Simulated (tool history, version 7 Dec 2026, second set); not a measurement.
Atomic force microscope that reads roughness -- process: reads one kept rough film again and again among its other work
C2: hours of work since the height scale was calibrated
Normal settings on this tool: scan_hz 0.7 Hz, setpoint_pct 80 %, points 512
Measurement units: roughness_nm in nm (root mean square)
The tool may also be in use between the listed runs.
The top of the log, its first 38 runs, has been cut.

Run 39, day 22.833: usual settings but setpoint_pct 86 %; pictures with this tip 84; C2 367. Result: roughness_nm 2.542 nm (root mean square).
Run 40, day 23.454: usual settings but scan_hz 1.134 Hz, setpoint_pct 83 %, points 830; pictures with this tip 113; C2 376. Result: roughness_nm 2.491 nm (root mean square).
Run 41, day 24.283: usual settings but scan_hz 0.902 Hz, setpoint_pct 81 %, points 999; pictures with this tip 152; C2 387. Result: roughness_nm 2.51 nm (root mean square).
Run 42, day 24.729: usual settings but scan_hz 0.902 Hz, setpoint_pct 81 %, points 999; pictures with this tip 174; C2 393. Result: roughness_nm 2.508 nm (root mean square).
Run 43, day 25.454: usual settings but scan_hz 2.485 Hz; pictures with this tip 208; C2 403. Result: roughness_nm 2.301 nm (root mean square).
Run 44, day 26.146: usual settings but scan_hz 2.485 Hz; pictures with this tip 241; C2 412. Result: roughness_nm 2.293 nm (root mean square).
At day 26.45: new tip fitted.
Run 45, day 26.612: usual settings but scan_hz 2.488 Hz, points 288; pictures with this tip 8; C2 419. Result: roughness_nm 2.388 nm (root mean square).
Run 46, day 27.175: usual settings but scan_hz 2.488 Hz, points 288; pictures with this tip 35; C2 426. Result: roughness_nm 2.378 nm (root mean square).
Run 47, day 27.625: usual settings but scan_hz 2.488 Hz, points 288; pictures with this tip 56; C2 432. Result: roughness_nm 2.386 nm (root mean square).
Run 48, day 28.454: usual settings but scan_hz 2.488 Hz, points 288; pictures with this tip 96; C2 444. Result: roughness_nm 2.348 nm (root mean square).
Run 49, day 29.196: usual settings but scan_hz 2.488 Hz, points 288; pictures with this tip 131; C2 454. Result: roughness_nm 2.326 nm (root mean square).
Run 50, day 30.017: usual settings but scan_hz 1.706 Hz, points 288; pictures with this tip 170; C2 465. Result: roughness_nm 2.393 nm (root mean square).
Run 51, day 30.85: usual settings but scan_hz 1.706 Hz, points 282; pictures with this tip 210; C2 477. Result: roughness_nm 2.366 nm (root mean square).
Run 52, day 31.708: usual settings but scan_hz 1.706 Hz, points 282; pictures with this tip 250; C2 488. Result: roughness_nm 2.376 nm (root mean square).
At day 31.8: new tip fitted.
Run 53, day 32.525: usual settings but scan_hz 3.996 Hz, setpoint_pct 63 %, points 860; pictures with this tip 34; C2 499. Result: roughness_nm 2.523 nm (root mean square).
Run 54, day 32.983: usual settings but setpoint_pct 59 %, points 387; pictures with this tip 56; C2 505. Result: roughness_nm 2.662 nm (root mean square).

Predict each of these 3 candidate next runs independently; none follows another, all start after run 54:
Run A, day 33.471: usual settings but setpoint_pct 84 %, points 387; pictures with this tip 79; C2 512. Result: roughness_nm ?.
Run B, day 33.471: usual settings but scan_hz 2.527 Hz, setpoint_pct 58 %, points 387; pictures with this tip 79; C2 512. Result: roughness_nm ?.
Run C, day 33.471: usual settings but scan_hz 2.719 Hz; pictures with this tip 79; C2 512. Result: roughness_nm ?.

run  roughness_nm
  A         2.568
  B         2.574
  C         2.329
Without the tool's hidden state the same runs would have given:
run  roughness_nm
  A         2.623
  B         2.629
  C         2.379

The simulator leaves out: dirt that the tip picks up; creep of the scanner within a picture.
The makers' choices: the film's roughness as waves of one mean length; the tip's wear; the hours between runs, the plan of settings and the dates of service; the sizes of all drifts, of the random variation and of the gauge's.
